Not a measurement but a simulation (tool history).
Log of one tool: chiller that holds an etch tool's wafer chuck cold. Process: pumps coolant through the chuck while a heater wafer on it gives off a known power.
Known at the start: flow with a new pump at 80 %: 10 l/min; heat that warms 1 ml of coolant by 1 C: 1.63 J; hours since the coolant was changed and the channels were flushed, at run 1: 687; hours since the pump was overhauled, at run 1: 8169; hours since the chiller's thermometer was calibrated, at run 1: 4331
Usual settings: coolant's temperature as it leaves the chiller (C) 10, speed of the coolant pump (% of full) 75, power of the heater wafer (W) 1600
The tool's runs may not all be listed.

| run | hour | coolant's temperature as it leaves the chiller (C) | speed of the coolant pump (% of full) | power of the heater wafer (W) | hours since the coolant was changed and the channels were flushed | hours since the pump was overhauled | hours since the chiller's thermometer was calibrated | chuck's temperature once it has settled (C) | how much warmer the coolant comes back (C) |
|---|---|---|---|---|---|---|---|---|---|
| 1 | 0.0 | 10 | 75 | 1600 | 687 | 8169 | 4331 | 25.3 | 7.56 |
| 2 | 106.8 | 10 | 75 | 1600 | 794 | 8276 | 4438 | 25.5 | 7.57 |
| 3 | 241.5 | 10 | 75 | 1600 | 929 | 8411 | 4573 | 25.5 | 7.58 |
| 4 | 432.6 | 10 | 75 | 936 | 1120 | 8602 | 4764 | 19.2 | 4.46 |
| 5 | 553.7 | 10 | 61 | 1600 | 1241 | 8723 | 4885 | 28.2 | 9.59 |
| 6 | 703.9 | 10 | 69 | 1600 | 1391 | 8873 | 5035 | 26.5 | 8.42 |
|  | 750.7 | chiller's thermometer calibrated |
| 7 | 804.7 | 10 | 75 | 1600 | 1491 | 8973 | 54 | 25.9 | 7.67 |
| 8 | 988.4 | 10 | 95 | 1600 | 1674 | 9157 | 238 | 23.7 | 5.97 |
|  | 1084.3 | chiller's thermometer calibrated, once more |
| 9 | 1084.3 | 10 | 95 | 1600 | 1769 | 9252 | 0 | 23.1 | 5.98 |
| 10 | 1251.3 | 15 | 67 | 1590 | 1936 | 9419 | 167 | 31.7 | 8.72 |
| 11 | 1419.1 | 15 | 67 | 1590 | 2104 | 9586 | 335 | 32.0 | 8.76 |
| 12 | 1611.2 | 19 | 68 | 1432 | 2296 | 9779 | 527 | 34.2 | 7.87 |
| 13 | 1804.8 | 2 | 75 | 2171 | 2490 | 9972 | 720 | 23.3 | 10.70 |
| 14 | 2012.5 | 2 | 75 | 2171 | 2698 | 10180 | 928 | 23.4 | 10.70 |
| 15 | 2185.7 | 14 | 94 | 2093 | 2871 | 10353 | 1101 | 31.6 | 8.11 |
| 16 | 2339.6 | 1 | 73 | 2201 | 3025 | 10507 | 1255 | 23.3 | 11.33 |
| 17 | 2489.5 | 1 | 73 | 2201 | 3175 | 10657 | 1405 | 23.6 | 11.37 |

4 ways to go on from here, each from the tool as it stands after run 17. What would each give?
| A | 2669.0 | 7 | 85 | 1305 | 3354 | 10836 | 1585 | ? | ? |
| B | 2669.0 | 12 | 90 | 802 | 3354 | 10836 | 1585 | ? | ? |
| C | 2669.0 | 13 | 95 | 1885 | 3354 | 10836 | 1585 | ? | ? |
| D | 2669.0 | 1 | 69 | 1463 | 3354 | 10836 | 1585 | ? | ? |

| run | chuck's temperature once it has settled (C) | how much warmer the coolant comes back (C) |
|---|---|---|
| A | 19.1 | 5.70 |
| B | 19.2 | 3.36 |
| C | 29.3 | 7.38 |
| D | 16.7 | 8.06 |
Without the tool's hidden state the same runs would have given:
| run | chuck's temperature once it has settled (C) | how much warmer the coolant comes back (C) |
|---|---|---|
| A | 16.8 | 4.47 |
| B | 17.8 | 2.64 |
| C | 26.2 | 5.80 |
| D | 13.7 | 6.32 |
